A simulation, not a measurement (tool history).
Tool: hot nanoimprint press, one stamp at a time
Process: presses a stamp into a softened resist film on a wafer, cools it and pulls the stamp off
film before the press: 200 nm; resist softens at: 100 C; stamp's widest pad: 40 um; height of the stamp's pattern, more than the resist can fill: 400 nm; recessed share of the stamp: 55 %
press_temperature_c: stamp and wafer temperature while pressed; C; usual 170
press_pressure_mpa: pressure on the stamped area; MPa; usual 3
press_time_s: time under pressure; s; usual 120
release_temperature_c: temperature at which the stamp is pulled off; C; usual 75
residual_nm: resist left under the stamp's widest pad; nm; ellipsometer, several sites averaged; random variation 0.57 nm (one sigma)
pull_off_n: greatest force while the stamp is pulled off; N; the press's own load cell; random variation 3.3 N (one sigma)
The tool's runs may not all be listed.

{"run": 1, "hour": 0.0, "press_temperature_c": 170, "press_pressure_mpa": 3, "press_time_s": 120, "release_temperature_c": 75, "residual_nm": 97.6, "pull_off_n": 223}
{"run": 2, "hour": 26.7, "press_temperature_c": 170, "press_pressure_mpa": 3, "press_time_s": 120, "release_temperature_c": 75, "residual_nm": 97.9, "pull_off_n": 164}
{"run": 3, "hour": 58.4, "press_temperature_c": 170, "press_pressure_mpa": 3, "press_time_s": 120, "release_temperature_c": 75, "residual_nm": 98, "pull_off_n": 159}
{"run": 4, "hour": 75.2, "press_temperature_c": 170, "press_pressure_mpa": 3, "press_time_s": 135, "release_temperature_c": 75, "residual_nm": 94.9, "pull_off_n": 157}
{"run": 5, "hour": 107.6, "press_temperature_c": 170, "press_pressure_mpa": 3, "press_time_s": 135, "release_temperature_c": 75, "residual_nm": 95.7, "pull_off_n": 162}
{"run": 6, "hour": 131.4, "press_temperature_c": 171, "press_pressure_mpa": 3, "press_time_s": 135, "release_temperature_c": 75, "residual_nm": 92.3, "pull_off_n": 166}
{"run": 7, "hour": 153.5, "press_temperature_c": 170, "press_pressure_mpa": 3, "press_time_s": 120, "release_temperature_c": 75, "residual_nm": 100.4, "pull_off_n": 164}
{"run": 8, "hour": 170.9, "press_temperature_c": 170, "press_pressure_mpa": 3, "press_time_s": 120, "release_temperature_c": 75, "residual_nm": 101.7, "pull_off_n": 175}
{"run": 9, "hour": 199.9, "press_temperature_c": 160, "press_pressure_mpa": 3, "press_time_s": 117, "release_temperature_c": 75, "residual_nm": 143.1, "pull_off_n": 160}
{"run": 10, "hour": 219.5, "press_temperature_c": 160, "press_pressure_mpa": 3, "press_time_s": 117, "release_temperature_c": 75, "residual_nm": 142.9, "pull_off_n": 165}
{"run": 11, "hour": 249.3, "press_temperature_c": 160, "press_pressure_mpa": 3, "press_time_s": 117, "release_temperature_c": 75, "residual_nm": 144.2, "pull_off_n": 163}
{"run": 12, "hour": 274.4, "press_temperature_c": 160, "press_pressure_mpa": 3, "press_time_s": 117, "release_temperature_c": 75, "residual_nm": 143.1, "pull_off_n": 171}
{"run": 13, "hour": 307.3, "press_temperature_c": 160, "press_pressure_mpa": 3, "press_time_s": 117, "release_temperature_c": 75, "residual_nm": 143.7, "pull_off_n": 175}
{"run": 14, "hour": 326.3, "press_temperature_c": 158, "press_pressure_mpa": 3, "press_time_s": 92, "release_temperature_c": 75, "residual_nm": 160.8, "pull_off_n": 170}

Taken out of this log: 3 entries between the listed runs. Where each belongs, and how the hidden state differs across it:
Between runs 1 and 2: stamp cleaned and given a new release coat (hour 16.4)
  true temperature over the reading, C: -0.98 -> -1.02; pressure that arrives at the usual setting, %: 98.08 -> 98.06; grip of the stamp's worn release coat, % over a new coat's: 39.8 -> 0.3
  measured less the result without the state, residual_nm: +5 -> +5.1 nm; pull_off_n: +66 -> +3 N
Between runs 5 and 6: plate thermocouple calibrated (hour 122.7)
  true temperature over the reading, C: -1.17 -> -1.71; pressure that arrives at the usual setting, %: 97.96 -> 97.93; grip of the stamp's worn release coat, % over a new coat's: 2.5 -> 3
  measured less the result without the state, residual_nm: +5.7 -> +7.7 nm; pull_off_n: +7 -> +10 N
Between runs 8 and 9: plate thermocouple calibrated, once more (hour 176.9)
  true temperature over the reading, C: -1.78 -> -0.31; pressure that arrives at the usual setting, %: 97.89 -> 97.86; grip of the stamp's worn release coat, % over a new coat's: 4.1 -> 4.8
  measured less the result without the state, residual_nm: +8.5 -> +2.5 nm; pull_off_n: +12 -> +8 N
